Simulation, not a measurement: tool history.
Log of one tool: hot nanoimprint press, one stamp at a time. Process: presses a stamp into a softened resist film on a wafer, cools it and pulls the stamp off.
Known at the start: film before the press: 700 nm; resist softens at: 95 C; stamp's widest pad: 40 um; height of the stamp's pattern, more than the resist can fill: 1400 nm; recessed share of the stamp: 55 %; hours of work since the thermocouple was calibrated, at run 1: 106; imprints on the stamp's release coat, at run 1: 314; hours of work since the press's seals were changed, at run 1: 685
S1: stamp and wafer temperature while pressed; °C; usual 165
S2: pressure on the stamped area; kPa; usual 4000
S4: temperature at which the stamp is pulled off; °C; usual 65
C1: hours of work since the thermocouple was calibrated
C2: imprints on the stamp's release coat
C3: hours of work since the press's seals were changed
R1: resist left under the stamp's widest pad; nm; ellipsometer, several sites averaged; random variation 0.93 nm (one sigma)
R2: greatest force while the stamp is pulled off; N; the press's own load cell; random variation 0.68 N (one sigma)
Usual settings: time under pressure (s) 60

{"run": 1, "hour": 0.0, "S1": 165, "S2": 4000, "time under pressure (s)": 60, "S4": 65, "C1": 106, "C2": 314, "C3": 685, "R1": 362.5, "R2": 202.1}
{"run": 2, "hour": 21.3, "S1": 165, "S2": 4000, "time under pressure (s)": 60, "S4": 65, "C1": 117, "C2": 364, "C3": 696, "R1": 361.8, "R2": 200.9}
{"run": 3, "hour": 52.3, "S1": 165, "S2": 4000, "time under pressure (s)": 60, "S4": 65, "C1": 134, "C2": 438, "C3": 714, "R1": 363.6, "R2": 200.5}
{"run": 4, "hour": 79.2, "S1": 165, "S2": 4000, "time under pressure (s)": 60, "S4": 65, "C1": 149, "C2": 502, "C3": 728, "R1": 364.2, "R2": 201.5}
{"run": 5, "hour": 98.0, "S1": 165, "S2": 4000, "time under pressure (s)": 60, "S4": 65, "C1": 160, "C2": 547, "C3": 739, "R1": 362.4, "R2": 200.8}
{"run": 6, "hour": 135.5, "S1": 165, "S2": 4000, "time under pressure (s)": 60, "S4": 71, "C1": 180, "C2": 636, "C3": 760, "R1": 362.4, "R2": 166.8}
{"run": 7, "hour": 156.0, "S1": 165, "S2": 4000, "time under pressure (s)": 60, "S4": 71, "C1": 192, "C2": 684, "C3": 771, "R1": 364.4, "R2": 166.4}
{"run": 8, "hour": 182.8, "S1": 165, "S2": 4000, "time under pressure (s)": 60, "S4": 71, "C1": 207, "C2": 748, "C3": 786, "R1": 362.9, "R2": 167.7}
{"run": 9, "hour": 204.8, "S1": 165, "S2": 4000, "time under pressure (s)": 60, "S4": 71, "C1": 219, "C2": 800, "C3": 798, "R1": 363.6, "R2": 167.5}
{"run": 10, "hour": 235.4, "S1": 165, "S2": 4000, "time under pressure (s)": 60, "S4": 71, "C1": 236, "C2": 873, "C3": 815, "R1": 361.8, "R2": 166.8}
{"run": 11, "hour": 273.1, "S1": 166, "S2": 4000, "time under pressure (s)": 60, "S4": 65, "C1": 256, "C2": 962, "C3": 836, "R1": 346.1, "R2": 201.7}
{"run": 12, "hour": 308.4, "S1": 166, "S2": 4000, "time under pressure (s)": 60, "S4": 65, "C1": 276, "C2": 1046, "C3": 855, "R1": 349.0, "R2": 202.0}
{"run": 13, "hour": 351.4, "S1": 166, "S2": 2510, "time under pressure (s)": 60, "S4": 65, "C1": 300, "C2": 1148, "C3": 879, "R1": 415.8, "R2": 201.8}
{"run": 14, "hour": 391.6, "S1": 166, "S2": 2510, "time under pressure (s)": 60, "S4": 65, "C1": 322, "C2": 1243, "C3": 901, "R1": 415.7, "R2": 200.6}
{"hour": 410.0, "done": "stamp cleaned and given a new release coat"}
{"run": 15, "hour": 422.9, "S1": 166, "S2": 6020, "time under pressure (s)": 60, "S4": 55, "C1": 336, "C2": 31, "C3": 915, "R1": 293.2, "R2": 260.1}
{"run": 16, "hour": 466.7, "S1": 159, "S2": 3280, "time under pressure (s)": 89, "S4": 66, "C1": 360, "C2": 135, "C3": 939, "R1": 432.1, "R2": 195.1}

Forecast run 17:
{"run": 17, "hour": 487.7, "S1": 159, "S2": 3280, "time under pressure (s)": 89, "S4": 66, "C1": 372, "C2": 184, "C3": 951, "R1": "?", "R2": "?"}

R1: 434.5 nm
R2: 195.8 N
Without the tool's hidden state the same run would have given R1 434.7 nm, R2 195.9 N.
